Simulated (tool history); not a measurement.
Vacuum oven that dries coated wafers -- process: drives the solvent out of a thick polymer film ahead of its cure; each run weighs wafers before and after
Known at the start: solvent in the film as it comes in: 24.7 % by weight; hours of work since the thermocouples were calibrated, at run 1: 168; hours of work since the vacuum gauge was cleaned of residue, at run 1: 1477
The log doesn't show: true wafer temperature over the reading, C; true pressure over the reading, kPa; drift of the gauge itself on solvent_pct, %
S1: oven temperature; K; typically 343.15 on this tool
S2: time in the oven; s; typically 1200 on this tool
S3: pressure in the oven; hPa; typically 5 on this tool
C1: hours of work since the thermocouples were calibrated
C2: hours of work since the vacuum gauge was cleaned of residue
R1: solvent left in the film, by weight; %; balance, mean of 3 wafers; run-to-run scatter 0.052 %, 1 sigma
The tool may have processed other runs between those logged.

Run 1, hour 0: usual settings; C1 168; C2 1477. Result: R1 1.72 %.
Run 2, hour 57.2: usual settings; C1 200; C2 1509. Result: R1 1.71 %.
Run 3, hour 144.8: usual settings; C1 248; C2 1557. Result: R1 1.86 %.
Run 4, hour 225.7: usual settings; C1 292; C2 1601. Result: R1 1.75 %.
Run 5, hour 299.2: usual settings but S1 345.15 K; C1 332; C2 1641. Result: R1 1.37 %.
Run 6, hour 344.7: usual settings but S1 345.15 K; C1 357; C2 1666. Result: R1 1.28 %.
Run 7, hour 431.3: usual settings but S1 332.15 K; C1 405; C2 1714. Result: R1 7.66 %.
Run 8, hour 523.9: usual settings but S1 356.15 K; C1 456; C2 1765. Result: R1 0.3 %.
Run 9, hour 622.2: usual settings but S1 356.15 K; C1 510; C2 1819. Result: R1 0.32 %.
Run 10, hour 699.9: usual settings but S1 356.15 K; C1 552; C2 1861. Result: R1 0.24 %.
Run 11, hour 768.9: usual settings but S1 356.15 K; C1 590; C2 1899. Result: R1 0.29 %.
Run 12, hour 827.3: usual settings but S1 349.15 K; C1 622; C2 1931. Result: R1 0.8 %.
Run 13, hour 905.3: usual settings but S1 356.15 K; C1 665; C2 1974. Result: R1 0.32 %.
Run 14, hour 970.6: usual settings but S1 356.15 K; C1 701; C2 2010. Result: R1 0.35 %.
Run 15, hour 1042.9: usual settings but S1 356.15 K; C1 741; C2 2050. Result: R1 0.41 %.

Estimate the outcome of run 16 from the log above:
Run 16, hour 1120.2: usual settings but S1 356.15 K; C1 783; C2 2092. Result: R1 ?.

{"run 16": {"R1": 0.39}}
The same run, on a tool lacking any hidden state, would have yielded R1 0.18 %.

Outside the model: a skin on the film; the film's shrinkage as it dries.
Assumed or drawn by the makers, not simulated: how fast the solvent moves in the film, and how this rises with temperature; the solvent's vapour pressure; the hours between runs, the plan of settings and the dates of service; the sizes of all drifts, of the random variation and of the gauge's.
